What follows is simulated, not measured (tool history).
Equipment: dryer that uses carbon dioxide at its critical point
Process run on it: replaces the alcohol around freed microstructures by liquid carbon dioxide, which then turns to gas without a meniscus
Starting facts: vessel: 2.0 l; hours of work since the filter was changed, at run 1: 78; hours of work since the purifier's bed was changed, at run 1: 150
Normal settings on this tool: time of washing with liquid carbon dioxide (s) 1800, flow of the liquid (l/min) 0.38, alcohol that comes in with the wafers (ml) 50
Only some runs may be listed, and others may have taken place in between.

run   hour  time of washing with liquid carbon dioxide (s)  flow of the liquid (l/min)  alcohol that comes in with the wafers (ml)  hours of work since the filter was changed  hours of work since the purifier's bed was changed  alcohol left in the vessel before it's heated (ppm by volume)
  1      0                                            1800                        0.38                                          50                                          78                                                 150                                                            181
  2   11.2                                            1800                        0.38                                          34                                          82                                                 153                                                            136
  3   23.1                                            1800                        0.38                                          48                                          85                                                 157                                                            163
  4   34.7                                            1800                        0.38                                          42                                          89                                                 160                                                            156
  5   44.1                                            1800                        0.38                                          27                                          92                                                 163                                                            114
  6   56.7                                            1800                        0.38                                          50                                          96                                                 167                                                            176
  7   71.8                                            1800                        0.38                                          50                                         100                                                 172                                                            187
  8   80.7                                            1800                        0.38                                          50                                         103                                                 174                                                            189
  9   88.7                                            1800                        0.38                                          32                                         105                                                 177                                                            136
 10  101.4                                            1800                        0.38                                          32                                         109                                                 181                                                            135
 11  117.3                                            1800                        0.38                                          32                                         114                                                 185                                                            135
 12  130.5                                            1800                        0.38                                          32                                         118                                                 189                                                            133
 13  143.8                                            1800                        0.38                                          32                                         122                                                 194                                                            131
 14  152.5                                            1800                        0.38                                          32                                         125                                                 196                                                            141
 15    168                                            1800                        0.38                                          32                                         129                                                 201                                                            151
 16  177.3                                            1800                        0.38                                          32                                         132                                                 204                                                            145
 17    193                                            1800                       0.483                                          50                                         137                                                 208                                                             89
 18    200                                            1800                       0.254                                          50                                         139                                                 211                                                            907
 19  213.9                                            1800                       0.254                                          50                                         143                                                 215                                                            935
 20    222                                            2340                        0.38                                          50                                         146                                                 217                                                             75
 21  237.9                                            1200                        0.38                                          51                                         151                                                 222                                                            928
 22  251.4                                            1320                       0.362                                          44                                         155                                                 226                                                            706
 23  262.5                                            1320                       0.362                                          44                                         158                                                 230                                                            707
 24  270.8                                            1980                        0.38                                          90                                         161                                                 232                                                            224
 25  278.7                                            1980                        0.38                                          90                                         163                                                 235                                                            236
 26  285.7                                            1980                        0.38                                          90                                         165                                                 237                                                            219
 27  297.7                                            1800                       0.633                                         109                                         169                                                 240                                                             66
 28  312.7                                            1800                       0.633                                         109                                         173                                                 245                                                             61
 29  328.2                                            1380                       0.281                                          33                                         178                                                 250                                                           1038
 30  335.5                                            1380                       0.281                                          33                                         180                                                 252                                                           1001
 31    348                                            1800                       0.314                                          94                                         184                                                 256                                                            818
 32  361.5                                            1440                        0.38                                         117                                         188                                                 260                                                           1143
 33    376                                            2640                        0.38                                          35                                         193                                                 264                                                             57
 34  386.2                                            1800                       0.325                                          29                                         196                                                 267                                                            276
 35    401                                            1800                       0.569                                          29                                         200                                                 272                                                             65
 36  412.9                                            1800                       0.532                                          50                                         204                                                 275                                                             78
 37    428                                            1680                       0.565                                          24                                         208                                                 280                                                             65
 38  444.2                                            1680                       0.233                                          85                                         213                                                 285                                                           2619
 39  458.1                                            1680                       0.247                                          41                                         218                                                 289                                                           1112

Each row is a separate what-if for the run after 39, all from the same tool condition, not one after another. Results?
  A  473.5                                            1680                       0.247                                         114                                         222                                                 294                                                              ?
  B  473.5                                            1380                       0.247                                          22                                         222                                                 294                                                              ?
  C  473.5                                            2280                        0.38                                          50                                         222                                                 294                                                              ?
  D  473.5                                            1500                       0.572                                          34                                         222                                                 294                                                              ?

run  alcohol left in the vessel before it's heated (ppm by volume)
  A                                                           2965
  B                                                           1000
  C                                                            101
  D                                                             90
Without the tool's hidden state the same runs would have given:
run  alcohol left in the vessel before it's heated (ppm by volume)
  A                                                           2332
  B                                                            790
  C                                                             31
  D                                                             27
